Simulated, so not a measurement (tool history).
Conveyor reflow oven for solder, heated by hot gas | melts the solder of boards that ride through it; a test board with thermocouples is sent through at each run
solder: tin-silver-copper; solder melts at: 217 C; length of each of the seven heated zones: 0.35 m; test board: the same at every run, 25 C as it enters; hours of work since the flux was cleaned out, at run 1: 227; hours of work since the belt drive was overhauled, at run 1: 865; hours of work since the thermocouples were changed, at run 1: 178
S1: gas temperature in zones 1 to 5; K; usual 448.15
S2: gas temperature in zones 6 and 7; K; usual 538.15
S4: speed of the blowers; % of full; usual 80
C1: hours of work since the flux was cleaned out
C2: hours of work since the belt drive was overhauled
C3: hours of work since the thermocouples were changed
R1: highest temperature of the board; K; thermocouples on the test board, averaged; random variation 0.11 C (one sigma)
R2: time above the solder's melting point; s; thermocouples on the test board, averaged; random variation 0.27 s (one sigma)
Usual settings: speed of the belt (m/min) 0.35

{"run": 1, "hour": 0.0, "S1": 448.15, "S2": 538.15, "speed of the belt (m/min)": 0.35, "S4": 80, "C1": 227, "C2": 865, "C3": 178, "R1": 529.25, "R2": 98.8}
{"run": 2, "hour": 38.2, "S1": 448.15, "S2": 538.15, "speed of the belt (m/min)": 0.35, "S4": 80, "C1": 245, "C2": 884, "C3": 196, "R1": 529.15, "R2": 98.7}
{"run": 3, "hour": 85.3, "S1": 448.15, "S2": 538.15, "speed of the belt (m/min)": 0.35, "S4": 80, "C1": 267, "C2": 906, "C3": 219, "R1": 529.25, "R2": 98.6}
{"run": 4, "hour": 142.1, "S1": 448.15, "S2": 538.15, "speed of the belt (m/min)": 0.35, "S4": 81, "C1": 294, "C2": 933, "C3": 246, "R1": 529.15, "R2": 98.7}
{"hour": 169.5, "done": "flux residue cleaned out of gas plates and filters"}
{"run": 5, "hour": 191.6, "S1": 448.15, "S2": 538.15, "speed of the belt (m/min)": 0.281, "S4": 80, "C1": 10, "C2": 954, "C3": 267, "R1": 534.55, "R2": 132}
{"run": 6, "hour": 269.5, "S1": 448.15, "S2": 538.15, "speed of the belt (m/min)": 0.281, "S4": 80, "C1": 47, "C2": 991, "C3": 304, "R1": 534.25, "R2": 132.2}
{"run": 7, "hour": 337.2, "S1": 448.15, "S2": 538.15, "speed of the belt (m/min)": 0.281, "S4": 80, "C1": 80, "C2": 1023, "C3": 336, "R1": 534.35, "R2": 133}
{"run": 8, "hour": 413.9, "S1": 448.15, "S2": 538.15, "speed of the belt (m/min)": 0.281, "S4": 80, "C1": 116, "C2": 1059, "C3": 372, "R1": 533.85, "R2": 131.6}
{"run": 9, "hour": 447.1, "S1": 448.15, "S2": 538.15, "speed of the belt (m/min)": 0.35, "S4": 80, "C1": 132, "C2": 1075, "C3": 388, "R1": 530.35, "R2": 100.9}
{"run": 10, "hour": 495.4, "S1": 448.15, "S2": 538.15, "speed of the belt (m/min)": 0.283, "S4": 80, "C1": 155, "C2": 1098, "C3": 411, "R1": 534.25, "R2": 130.5}
{"run": 11, "hour": 557.5, "S1": 448.15, "S2": 538.15, "speed of the belt (m/min)": 0.283, "S4": 80, "C1": 184, "C2": 1127, "C3": 440, "R1": 533.95, "R2": 130.8}
{"run": 12, "hour": 600.4, "S1": 448.15, "S2": 538.15, "speed of the belt (m/min)": 0.283, "S4": 80, "C1": 204, "C2": 1148, "C3": 461, "R1": 534.05, "R2": 130.9}
{"run": 13, "hour": 649.8, "S1": 448.15, "S2": 545.15, "speed of the belt (m/min)": 0.283, "S4": 58, "C1": 228, "C2": 1171, "C3": 484, "R1": 538.55, "R2": 133.4}
{"run": 14, "hour": 701.4, "S1": 452.15, "S2": 548.15, "speed of the belt (m/min)": 0.372, "S4": 84, "C1": 252, "C2": 1196, "C3": 509, "R1": 538.85, "R2": 102.1}
{"run": 15, "hour": 782.5, "S1": 452.15, "S2": 548.15, "speed of the belt (m/min)": 0.372, "S4": 84, "C1": 291, "C2": 1234, "C3": 547, "R1": 538.75, "R2": 102.6}
{"hour": 801.4, "done": "thermocouples of zones 6 and 7 changed"}
{"hour": 824.1, "done": "flux residue cleaned out of gas plates and filters"}
{"run": 16, "hour": 826.2, "S1": 445.15, "S2": 538.15, "speed of the belt (m/min)": 0.378, "S4": 77, "C1": 1, "C2": 1251, "C3": 9, "R1": 528.05, "R2": 89.8}
{"run": 17, "hour": 874.2, "S1": 445.15, "S2": 538.15, "speed of the belt (m/min)": 0.378, "S4": 77, "C1": 24, "C2": 1274, "C3": 32, "R1": 527.65, "R2": 89.2}
{"run": 18, "hour": 954.4, "S1": 446.15, "S2": 530.15, "speed of the belt (m/min)": 0.286, "S4": 55, "C1": 62, "C2": 1312, "C3": 70, "R1": 523.25, "R2": 115.2}
{"run": 19, "hour": 1005.2, "S1": 440.15, "S2": 530.15, "speed of the belt (m/min)": 0.286, "S4": 52, "C1": 86, "C2": 1336, "C3": 94, "R1": 521.95, "R2": 109.4}
{"run": 20, "hour": 1083.1, "S1": 448.15, "S2": 544.15, "speed of the belt (m/min)": 0.35, "S4": 80, "C1": 123, "C2": 1373, "C3": 131, "R1": 535.65, "R2": 106.1}
{"run": 21, "hour": 1127.1, "S1": 450.15, "S2": 547.15, "speed of the belt (m/min)": 0.324, "S4": 69, "C1": 144, "C2": 1394, "C3": 152, "R1": 539.15, "R2": 117.5}
{"run": 22, "hour": 1184.6, "S1": 447.15, "S2": 539.15, "speed of the belt (m/min)": 0.294, "S4": 87, "C1": 171, "C2": 1421, "C3": 179, "R1": 534.55, "R2": 126.7}
{"run": 23, "hour": 1247.3, "S1": 447.15, "S2": 539.15, "speed of the belt (m/min)": 0.294, "S4": 87, "C1": 201, "C2": 1451, "C3": 209, "R1": 534.45, "R2": 126.2}
{"run": 24, "hour": 1320.1, "S1": 436.15, "S2": 539.15, "speed of the belt (m/min)": 0.294, "S4": 53, "C1": 235, "C2": 1486, "C3": 244, "R1": 529.85, "R2": 113}

4 ways to go on from here, each from the tool as it stands after run 24. What would each give?
{"run": "A", "hour": 1373.6, "S1": 436.15, "S2": 541.15, "speed of the belt (m/min)": 0.4, "S4": 70, "C1": 261, "C2": 1511, "C3": 269, "R1": "?", "R2": "?"}
{"run": "B", "hour": 1373.6, "S1": 448.15, "S2": 538.15, "speed of the belt (m/min)": 0.325, "S4": 80, "C1": 261, "C2": 1511, "C3": 269, "R1": "?", "R2": "?"}
{"run": "C", "hour": 1373.6, "S1": 435.15, "S2": 527.15, "speed of the belt (m/min)": 0.294, "S4": 67, "C1": 261, "C2": 1511, "C3": 269, "R1": "?", "R2": "?"}
{"run": "D", "hour": 1373.6, "S1": 448.15, "S2": 538.15, "speed of the belt (m/min)": 0.35, "S4": 51, "C1": 261, "C2": 1511, "C3": 269, "R1": "?", "R2": "?"}

run=A R1=525.65 R2=77
run=B R1=531.15 R2=110.4
run=C R1=520.05 R2=102.4
run=D R1=525.15 R2=93.3
Without the tool's hidden state the same runs would have given:
run=A R1=526.35 R2=76
run=B R1=531.45 R2=108.1
run=C R1=520.25 R2=100.6
run=D R1=525.15 R2=91

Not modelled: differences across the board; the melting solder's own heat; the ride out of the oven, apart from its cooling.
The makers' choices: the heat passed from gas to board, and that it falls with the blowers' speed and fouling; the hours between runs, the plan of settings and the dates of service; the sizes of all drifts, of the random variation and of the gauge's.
